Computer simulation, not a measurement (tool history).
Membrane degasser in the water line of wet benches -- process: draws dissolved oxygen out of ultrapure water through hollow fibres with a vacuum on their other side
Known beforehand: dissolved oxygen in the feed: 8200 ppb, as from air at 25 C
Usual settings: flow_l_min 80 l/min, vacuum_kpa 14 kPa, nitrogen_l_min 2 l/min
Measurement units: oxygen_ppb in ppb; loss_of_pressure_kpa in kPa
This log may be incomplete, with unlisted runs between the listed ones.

run    hour  flow_l_min  vacuum_kpa  nitrogen_l_min  oxygen_ppb  loss_of_pressure_kpa
  1       0          80          14               2       983.5                 45.76
  2    24.8          80          14               2       982.8                 45.59
  3      65          80          14               2       982.5                  45.8
  4    93.8          80          14               2       975.8                 45.65
  5   129.9          80          14               2         979                 45.65
  6   162.1         119          14               2      1549.7                 68.13
  7   208.5         119          14               2      1566.8                 68.11
  8   240.9          56          14               2       667.5                 31.86
  9   272.4          80          14             4.4       609.6                 45.46
 10   323.7          80          14               2       987.3                  45.9
 11   345.9          80          14               2       982.5                 45.34
 12   378.2          80          14            5.12       557.1                 45.57
 13   410.6          80          14            5.12       557.2                 45.76
 14   436.1          80        31.6               2      1991.3                 45.69
 15   458.8          80          14            2.46       869.8                 45.59
 16   481.2          80          14            2.46       872.6                 45.85
 17   521.2          80        13.4               2       942.8                 45.59
      526.4  -- vacuum gauge calibrated
 18   552.2          80        13.4               2       959.2                 45.54
 19     606          60          14            3.61       470.9                  34.5
 20   629.1          60          14            3.61       471.2                 34.37
 21   651.7          54          14               2       653.5                 30.98
 22   686.5          80          14            1.49        1192                 45.58
 23   726.4          80          14            1.49      1188.3                 45.61
      736.9  -- vacuum gauge calibrated, once more
 24     759         114          33            1.49        3080                 65.39
 25   799.3          59        23.3            3.66       727.1                  33.8
 26   844.9          84        22.5            1.95        1585                 48.05
 27   881.3          55        11.1             1.8       523.7                 31.56
 28   916.7          48         8.7            2.07       292.1                 27.49
 29   955.5          64         8.7            2.07       422.4                  37.1
 30   993.4          64        17.6             1.8      1012.5                 36.51
 31  1022.4          64        17.6             1.8      1016.6                 36.83

Branching from run 31: 3 alternative next runs. What would each branch give?
  A  1072.4          54        27.2            1.16           ?                     ?
  B  1072.4          58         8.7               2           ?                     ?
  C  1072.4         111        17.6             1.8           ?                     ?

run  oxygen_ppb  loss_of_pressure_kpa
  A      1817.5                 30.67
  B       376.5                 33.25
  C        1761                 63.61
What these runs would have given with no unlogged condition in the tool:
run  oxygen_ppb  loss_of_pressure_kpa
  A        1817                 30.36
  B       374.8                 32.92
  C      1752.1                 62.98
